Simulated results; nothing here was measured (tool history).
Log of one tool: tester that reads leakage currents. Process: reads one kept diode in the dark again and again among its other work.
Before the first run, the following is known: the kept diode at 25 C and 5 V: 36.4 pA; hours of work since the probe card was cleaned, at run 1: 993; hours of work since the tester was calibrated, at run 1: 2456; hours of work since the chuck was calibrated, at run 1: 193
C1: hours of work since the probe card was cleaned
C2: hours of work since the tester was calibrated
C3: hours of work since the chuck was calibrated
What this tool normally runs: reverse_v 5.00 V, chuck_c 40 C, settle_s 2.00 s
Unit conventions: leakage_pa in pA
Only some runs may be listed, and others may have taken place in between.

Run 1, hour 0.0: usual settings; C1 993; C2 2456; C3 193. Result: leakage_pa 146.33 pA.
Run 2, hour 47.3: usual settings; C1 1026; C2 2489; C3 226. Result: leakage_pa 146.60 pA.
Run 3, hour 99.5: usual settings; C1 1062; C2 2525; C3 262. Result: leakage_pa 148.40 pA.
Run 4, hour 191.7: usual settings; C1 1126; C2 2589; C3 325. Result: leakage_pa 148.34 pA.
Run 5, hour 290.5: usual settings; C1 1194; C2 2657; C3 394. Result: leakage_pa 149.48 pA.
Run 6, hour 355.6: usual settings; C1 1239; C2 2702; C3 439. Result: leakage_pa 150.50 pA.
Run 7, hour 422.7: usual settings; C1 1285; C2 2749; C3 485. Result: leakage_pa 151.69 pA.
Run 8, hour 498.6: usual settings; C1 1338; C2 2801; C3 538. Result: leakage_pa 152.80 pA.
Run 9, hour 588.3: usual settings; C1 1400; C2 2863; C3 600. Result: leakage_pa 152.55 pA.
Run 10, hour 676.5: usual settings; C1 1461; C2 2924; C3 661. Result: leakage_pa 155.07 pA.
Run 11, hour 743.1: usual settings; C1 1507; C2 2970; C3 707. Result: leakage_pa 154.28 pA.
Run 12, hour 787.8: usual settings; C1 1538; C2 3001; C3 737. Result: leakage_pa 155.88 pA.
Run 13, hour 831.3: usual settings but chuck_c 41 C; C1 1568; C2 3031; C3 768. Result: leakage_pa 168.62 pA.
Run 14, hour 932.3: usual settings but chuck_c 41 C; C1 1638; C2 3101; C3 837. Result: leakage_pa 169.97 pA.
Run 15, hour 984.6: usual settings but chuck_c 41 C; C1 1674; C2 3137; C3 874. Result: leakage_pa 170.98 pA.
Run 16, hour 1032.7: usual settings; C1 1707; C2 3170; C3 907. Result: leakage_pa 159.24 pA.
Run 17, hour 1124.6: usual settings but settle_s 0.60 s; C1 1771; C2 3234; C3 970. Result: leakage_pa 161.00 pA.
Run 18, hour 1194.8: usual settings but settle_s 0.60 s; C1 1819; C2 3282; C3 1019. Result: leakage_pa 163.43 pA.
Run 19, hour 1244.6: usual settings but settle_s 0.60 s; C1 1854; C2 3317; C3 1053. Result: leakage_pa 163.09 pA.
Run 20, hour 1309.4: usual settings; C1 1898; C2 3362; C3 1098. Result: leakage_pa 162.15 pA.
Run 21, hour 1368.5: usual settings but chuck_c 50 C, settle_s 0.31 s; C1 1939; C2 3403; C3 1139. Result: leakage_pa 361.10 pA.
Run 22, hour 1426.9: usual settings but reverse_v 3.58 V, chuck_c 22 C, settle_s 5.30 s; C1 1980; C2 3443; C3 1179. Result: leakage_pa 33.24 pA.
Run 23, hour 1532.5: usual settings but reverse_v 3.58 V, chuck_c 52 C, settle_s 3.82 s; C1 2053; C2 3516; C3 1252. Result: leakage_pa 369.78 pA.
Run 24, hour 1627.0: usual settings but chuck_c 20 C; C1 2118; C2 3581; C3 1318. Result: leakage_pa 34.67 pA.
Run 25, hour 1731.4: usual settings but chuck_c 20 C; C1 2190; C2 3653; C3 1390. Result: leakage_pa 35.63 pA.
Run 26, hour 1810.9: usual settings but chuck_c 20 C; C1 2245; C2 3708; C3 1445. Result: leakage_pa 36.02 pA.
Run 27, hour 1903.8: usual settings but reverse_v 3.26 V, chuck_c 37 C, settle_s 4.36 s; C1 2309; C2 3773; C3 1509. Result: leakage_pa 111.99 pA.
At hour 1965.5: chuck's temperature calibrated.
Run 28, hour 1993.7: usual settings but reverse_v 3.26 V, chuck_c 22 C, settle_s 0.35 s; C1 2370; C2 3833; C3 20. Result: leakage_pa 32.78 pA.
Run 29, hour 2085.3: usual settings but reverse_v 3.26 V, chuck_c 22 C, settle_s 0.35 s; C1 2433; C2 3897; C3 83. Result: leakage_pa 33.02 pA.
Run 30, hour 2138.3: usual settings but reverse_v 5.26 V, chuck_c 25 C, settle_s 0.30 s; C1 2470; C2 3933; C3 119. Result: leakage_pa 53.67 pA.
Run 31, hour 2200.5: usual settings but reverse_v 5.26 V, chuck_c 25 C, settle_s 0.43 s; C1 2513; C2 3976; C3 163. Result: leakage_pa 52.22 pA.
Run 32, hour 2265.0: usual settings but reverse_v 5.26 V, chuck_c 25 C, settle_s 0.43 s; C1 2558; C2 4021; C3 207. Result: leakage_pa 52.48 pA.
Run 33, hour 2339.2: usual settings but reverse_v 5.26 V, chuck_c 25 C, settle_s 0.43 s; C1 2609; C2 4072; C3 258. Result: leakage_pa 52.91 pA.
Run 34, hour 2434.9: usual settings but reverse_v 1.30 V, chuck_c 35 C, settle_s 2.95 s; C1 2675; C2 4139; C3 325. Result: leakage_pa 59.87 pA.
Run 35, hour 2507.9: usual settings but reverse_v 18.33 V, chuck_c 28 C, settle_s 8.59 s; C1 2726; C2 4189; C3 375. Result: leakage_pa 121.65 pA.
Run 36, hour 2561.0: usual settings but reverse_v 18.33 V, chuck_c 42 C, settle_s 8.59 s; C1 2762; C2 4226; C3 412. Result: leakage_pa 319.58 pA.
Run 37, hour 2648.9: usual settings but reverse_v 1.35 V, chuck_c 39 C, settle_s 3.09 s; C1 2823; C2 4286; C3 473. Result: leakage_pa 85.42 pA.
Run 38, hour 2741.4: usual settings but reverse_v 1.35 V, chuck_c 24 C, settle_s 9.92 s; C1 2887; C2 4350; C3 536. Result: leakage_pa 24.67 pA.
Run 39, hour 2800.1: usual settings but reverse_v 2.23 V; C1 2928; C2 4391; C3 577. Result: leakage_pa 114.30 pA.

What differs in the tool's unlogged condition from the final listed run ahead of each entry between runs to the first listed run following it?
In the gap between runs 27 and 28: chuck's temperature calibrated (hour 1965.5)
  stray current of the dirty probe card, pA a volt: 1.74 -> 1.788; current scale over the true one, %: 1.49 -> 1.51; true chuck temperature over the reading, C: 1.57 -> 0.01
  measured less the result without the state, leakage_pa: +20.39 -> +6.28 pA

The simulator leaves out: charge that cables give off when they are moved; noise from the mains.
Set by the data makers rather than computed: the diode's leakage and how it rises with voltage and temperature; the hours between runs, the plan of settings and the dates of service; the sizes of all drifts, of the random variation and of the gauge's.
